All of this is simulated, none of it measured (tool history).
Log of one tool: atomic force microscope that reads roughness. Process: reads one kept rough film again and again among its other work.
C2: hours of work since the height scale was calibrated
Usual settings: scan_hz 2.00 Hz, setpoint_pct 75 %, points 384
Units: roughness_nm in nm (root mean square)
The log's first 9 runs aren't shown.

Run 10, hour 302.0: usual settings but setpoint_pct 78 %, points 262; pictures with this tip 75; C2 529. Result: roughness_nm 4.269 nm (root mean square).
At hour 326.8: new tip fitted.
Run 11, hour 339.2: usual settings; pictures with this tip 31; C2 555. Result: roughness_nm 4.576 nm (root mean square).
At hour 382.8: new tip fitted.
Run 12, hour 382.8: usual settings; pictures with this tip 0; C2 586. Result: roughness_nm 4.708 nm (root mean square).
Run 13, hour 417.8: usual settings; pictures with this tip 86; C2 611. Result: roughness_nm 4.383 nm (root mean square).
At hour 441.0: new tip fitted.
Run 14, hour 447.8: usual settings; pictures with this tip 16; C2 633. Result: roughness_nm 4.656 nm (root mean square).
Run 15, hour 494.7: usual settings; pictures with this tip 132; C2 666. Result: roughness_nm 4.246 nm (root mean square).
At hour 498.1: new tip fitted.
Run 16, hour 519.6: usual settings; pictures with this tip 53; C2 684. Result: roughness_nm 4.531 nm (root mean square).
Run 17, hour 544.8: usual settings; pictures with this tip 115; C2 702. Result: roughness_nm 4.321 nm (root mean square).
At hour 553.2: new tip fitted.
Run 18, hour 579.8: usual settings but points 855; pictures with this tip 66; C2 727. Result: roughness_nm 4.443 nm (root mean square).
Run 19, hour 601.6: usual settings but points 595; pictures with this tip 120; C2 742. Result: roughness_nm 4.284 nm (root mean square).
At hour 611.2: new tip fitted.
Run 20, hour 628.1: usual settings; pictures with this tip 42; C2 761. Result: roughness_nm 4.568 nm (root mean square).
Run 21, hour 653.7: usual settings; pictures with this tip 105; C2 779. Result: roughness_nm 4.368 nm (root mean square).
At hour 666.6: new tip fitted.
Run 22, hour 697.4: usual settings but scan_hz 1.02 Hz; pictures with this tip 76; C2 810. Result: roughness_nm 4.743 nm (root mean square).
At hour 700.6: height scale calibrated on a step standard.
At hour 721.9: new tip fitted.
Run 23, hour 727.4: usual settings; pictures with this tip 13; C2 19. Result: roughness_nm 4.739 nm (root mean square).
Run 24, hour 771.9: usual settings; pictures with this tip 122; C2 51. Result: roughness_nm 4.288 nm (root mean square).
At hour 779.4: new tip fitted.
Run 25, hour 800.7: usual settings; pictures with this tip 52; C2 71. Result: roughness_nm 4.544 nm (root mean square).
At hour 805.1: height scale calibrated on a step standard, once more.
At hour 835.3: new tip fitted.
Run 26, hour 846.4: usual settings; pictures with this tip 27; C2 29. Result: roughness_nm 4.557 nm (root mean square).
At hour 891.7: new tip fitted.
Run 27, hour 894.0: usual settings; pictures with this tip 6; C2 63. Result: roughness_nm 4.636 nm (root mean square).
Run 28, hour 919.3: usual settings; pictures with this tip 68; C2 81. Result: roughness_nm 4.398 nm (root mean square).
At hour 949.1: new tip fitted.
Run 29, hour 967.8: usual settings but scan_hz 3.27 Hz, setpoint_pct 86 %, points 485; pictures with this tip 46; C2 116. Result: roughness_nm 3.673 nm (root mean square).
Run 30, hour 987.7: usual settings but scan_hz 0.83 Hz, setpoint_pct 71 %; pictures with this tip 96; C2 130. Result: roughness_nm 4.701 nm (root mean square).
At hour 1006.8: new tip fitted.
Run 31, hour 1018.6: usual settings but scan_hz 1.89 Hz, points 786; pictures with this tip 29; C2 152. Result: roughness_nm 4.594 nm (root mean square).

Forecast run 32:
Run 32, hour 1040.0: usual settings but scan_hz 1.26 Hz, points 497; pictures with this tip 82; C2 167. Result: roughness_nm ?.

Run 32 gave roughness_nm 4.587 nm (root mean square).
Without the tool's hidden state the same run would have given roughness_nm 4.898 nm (root mean square).
